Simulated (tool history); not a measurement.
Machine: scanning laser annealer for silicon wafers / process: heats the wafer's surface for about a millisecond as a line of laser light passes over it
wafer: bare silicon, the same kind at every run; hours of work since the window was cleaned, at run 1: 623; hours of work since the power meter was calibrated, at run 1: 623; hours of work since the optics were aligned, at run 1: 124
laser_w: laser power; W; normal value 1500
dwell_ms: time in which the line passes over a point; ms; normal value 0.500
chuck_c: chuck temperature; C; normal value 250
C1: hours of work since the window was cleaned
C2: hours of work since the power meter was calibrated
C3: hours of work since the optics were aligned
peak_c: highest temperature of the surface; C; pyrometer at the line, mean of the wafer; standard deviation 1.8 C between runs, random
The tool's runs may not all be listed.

Run 1, hour 0.0: usual settings; C1 623; C2 623; C3 124. Result: peak_c 1004 C.
Run 2, hour 22.3: usual settings; C1 637; C2 637; C3 138. Result: peak_c 1002 C.
Run 3, hour 69.9: usual settings; C1 669; C2 669; C3 170. Result: peak_c 999 C.
Run 4, hour 101.1: usual settings; C1 690; C2 690; C3 190. Result: peak_c 1002 C.
At hour 130.3: window over the wafer cleaned.
Run 5, hour 141.8: usual settings; C1 8; C2 715; C3 216. Result: peak_c 1038 C.
Run 6, hour 183.8: usual settings; C1 35; C2 743; C3 244. Result: peak_c 1032 C.
Run 7, hour 216.6: usual settings; C1 57; C2 765; C3 265. Result: peak_c 1032 C.
Run 8, hour 248.0: usual settings; C1 78; C2 785; C3 286. Result: peak_c 1032 C.
Run 9, hour 291.9: usual settings but dwell_ms 0.359 ms; C1 107; C2 814; C3 315. Result: peak_c 928 C.
Run 10, hour 329.8: usual settings but dwell_ms 0.556 ms; C1 132; C2 839; C3 340. Result: peak_c 1068 C.
Run 11, hour 369.5: usual settings but dwell_ms 0.556 ms; C1 158; C2 866; C3 366. Result: peak_c 1060 C.
Run 12, hour 412.4: usual settings but dwell_ms 0.556 ms; C1 186; C2 894; C3 395. Result: peak_c 1062 C.
Run 13, hour 440.6: usual settings but dwell_ms 0.556 ms; C1 205; C2 913; C3 414. Result: peak_c 1061 C.
Run 14, hour 467.5: usual settings; C1 223; C2 930; C3 431. Result: peak_c 1027 C.
Run 15, hour 504.6: usual settings; C1 247; C2 955; C3 456. Result: peak_c 1021 C.
At hour 511.7: laser's power meter calibrated.
Run 16, hour 544.6: usual settings; C1 272; C2 22; C3 480. Result: peak_c 1017 C.
Run 17, hour 583.5: usual settings but dwell_ms 0.372 ms; C1 297; C2 47; C3 506. Result: peak_c 923 C.
Run 18, hour 609.4: usual settings but laser_w 1455 W, chuck_c 211 C; C1 315; C2 65; C3 523. Result: peak_c 948 C.
Run 19, hour 638.7: usual settings but laser_w 1444 W; C1 334; C2 84; C3 542. Result: peak_c 982 C.
At hour 645.0: laser's power meter calibrated, once more.
Run 20, hour 685.4: usual settings but laser_w 1444 W; C1 363; C2 27; C3 571. Result: peak_c 989 C.
Run 21, hour 711.4: usual settings but laser_w 1383 W, dwell_ms 0.401 ms, chuck_c 219 C; C1 380; C2 44; C3 588. Result: peak_c 859 C.
Run 22, hour 747.2: usual settings but laser_w 1475 W, dwell_ms 0.606 ms, chuck_c 265 C; C1 404; C2 68; C3 612. Result: peak_c 1084 C.
Run 23, hour 780.3: usual settings but laser_w 1631 W, dwell_ms 0.498 ms, chuck_c 274 C; C1 426; C2 89; C3 634. Result: peak_c 1109 C.
Run 24, hour 800.6: usual settings but laser_w 1497 W; C1 439; C2 103; C3 647. Result: peak_c 1014 C.
Run 25, hour 846.6: usual settings but laser_w 1402 W, dwell_ms 0.375 ms, chuck_c 260 C; C1 469; C2 133; C3 678. Result: peak_c 885 C.
Run 26, hour 891.4: usual settings but laser_w 1464 W, dwell_ms 0.374 ms, chuck_c 236 C; C1 499; C2 163; C3 707. Result: peak_c 888 C.
Run 27, hour 930.2: usual settings but laser_w 1464 W, dwell_ms 0.374 ms, chuck_c 236 C; C1 525; C2 188; C3 733. Result: peak_c 887 C.

Alternative continuations, all from the tool just after run 27; predict every row:
Run A, hour 955.9: usual settings but laser_w 1464 W, dwell_ms 0.408 ms, chuck_c 236 C; C1 542; C2 205; C3 750. Result: peak_c ?.
Run B, hour 955.9: usual settings but laser_w 1464 W, dwell_ms 0.402 ms, chuck_c 236 C; C1 542; C2 205; C3 750. Result: peak_c ?.
Run C, hour 955.9: usual settings but laser_w 1618 W, dwell_ms 0.374 ms, chuck_c 213 C; C1 542; C2 205; C3 750. Result: peak_c ?.

run  peak_c
  A     913
  B     908
  C     939
Stripped of hidden state, with their random variation kept, the same runs would have yielded:
run  peak_c
  A     948
  B     943
  C     977

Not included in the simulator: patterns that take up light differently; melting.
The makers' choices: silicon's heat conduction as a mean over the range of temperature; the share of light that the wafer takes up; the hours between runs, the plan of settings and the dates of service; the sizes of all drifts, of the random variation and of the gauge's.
